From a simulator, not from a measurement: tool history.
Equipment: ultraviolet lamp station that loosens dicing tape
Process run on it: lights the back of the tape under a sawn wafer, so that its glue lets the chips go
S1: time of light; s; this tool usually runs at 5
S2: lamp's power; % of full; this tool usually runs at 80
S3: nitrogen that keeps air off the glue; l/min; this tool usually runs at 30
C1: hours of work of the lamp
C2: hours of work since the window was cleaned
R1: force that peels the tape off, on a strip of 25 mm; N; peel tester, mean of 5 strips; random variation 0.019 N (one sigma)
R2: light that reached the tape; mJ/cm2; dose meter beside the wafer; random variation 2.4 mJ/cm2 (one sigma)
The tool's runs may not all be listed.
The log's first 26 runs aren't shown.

Run 27, hour 1193.4: usual settings but S1 2 s, S2 97 % of full, S3 31 l/min; C1 81; C2 159. Result: R1 3.130 N, R2 115 mJ/cm2.
Run 28, hour 1224.2: usual settings but S1 2 s, S2 97 % of full, S3 31 l/min; C1 103; C2 181. Result: R1 3.248 N, R2 118 mJ/cm2.
Run 29, hour 1282.8: usual settings but S3 52 l/min; C1 145; C2 223. Result: R1 0.740 N, R2 233 mJ/cm2.
Run 30, hour 1321.7: usual settings but S1 7 s; C1 173; C2 251. Result: R1 0.558 N, R2 329 mJ/cm2.
Run 31, hour 1375.7: usual settings but S1 7 s, S2 63 % of full, S3 34 l/min; C1 211; C2 290. Result: R1 0.854 N, R2 250 mJ/cm2.
Run 32, hour 1432.4: usual settings but S1 6 s, S2 83 % of full, S3 11 l/min; C1 252; C2 331. Result: R1 1.610 N, R2 280 mJ/cm2.
Run 33, hour 1470.9: usual settings but S1 6 s, S2 88 % of full, S3 14 l/min; C1 280; C2 358. Result: R1 1.269 N, R2 288 mJ/cm2.
Run 34, hour 1530.4: usual settings but S2 61 % of full, S3 37 l/min; C1 323; C2 401. Result: R1 1.748 N, R2 164 mJ/cm2.
Run 35, hour 1582.5: usual settings but S1 6 s, S3 22 l/min; C1 360; C2 438. Result: R1 1.150 N, R2 255 mJ/cm2.
Run 36, hour 1627.9: usual settings but S1 8 s, S3 22 l/min; C1 393; C2 471. Result: R1 0.648 N, R2 334 mJ/cm2.
Run 37, hour 1655.9: usual settings but S1 8 s, S3 22 l/min; C1 413; C2 491. Result: R1 0.646 N, R2 332 mJ/cm2.
At hour 1665.7: window cleaned of glue's vapour.
Run 38, hour 1710.6: usual settings but S3 11 l/min; C1 452; C2 32. Result: R1 2.450 N, R2 212 mJ/cm2.
Run 39, hour 1765.0: usual settings but S3 11 l/min; C1 491; C2 71. Result: R1 2.579 N, R2 211 mJ/cm2.
Run 40, hour 1827.4: usual settings but S1 4 s, S2 73 % of full, S3 10 l/min; C1 536; C2 116. Result: R1 3.952 N, R2 151 mJ/cm2.
Run 41, hour 1889.5: usual settings but S1 8 s, S2 73 % of full, S3 56 l/min; C1 580; C2 161. Result: R1 0.430 N, R2 292 mJ/cm2.
Run 42, hour 1916.0: usual settings but S1 4 s, S3 39 l/min; C1 599; C2 180. Result: R1 1.840 N, R2 157 mJ/cm2.
Run 43, hour 1958.2: usual settings but S1 4 s, S2 89 % of full, S3 31 l/min; C1 630; C2 210. Result: R1 1.820 N, R2 174 mJ/cm2.

Predict each of these 3 candidate next runs independently; none follows another, all start after run 43:
Run A, hour 1986.5: usual settings but S1 3 s, S2 66 % of full, S3 17 l/min; C1 650; C2 230. Result: R1 ?, R2 ?.
Run B, hour 1986.5: usual settings but S1 3 s; C1 650; C2 230. Result: R1 ?, R2 ?.
Run C, hour 1986.5: usual settings but S1 4 s, S2 89 % of full, S3 31 l/min; C1 650; C2 230. Result: R1 ?, R2 ?.

run     R1   R2
  A  4.782   97
  B  3.322  114
  C  1.846  170
The same runs, with their run-to-run variation unchanged, on a tool lacking any hidden condition would have given:
run     R1   R2
  A  3.727  128
  B  2.300  152
  C  1.102  226

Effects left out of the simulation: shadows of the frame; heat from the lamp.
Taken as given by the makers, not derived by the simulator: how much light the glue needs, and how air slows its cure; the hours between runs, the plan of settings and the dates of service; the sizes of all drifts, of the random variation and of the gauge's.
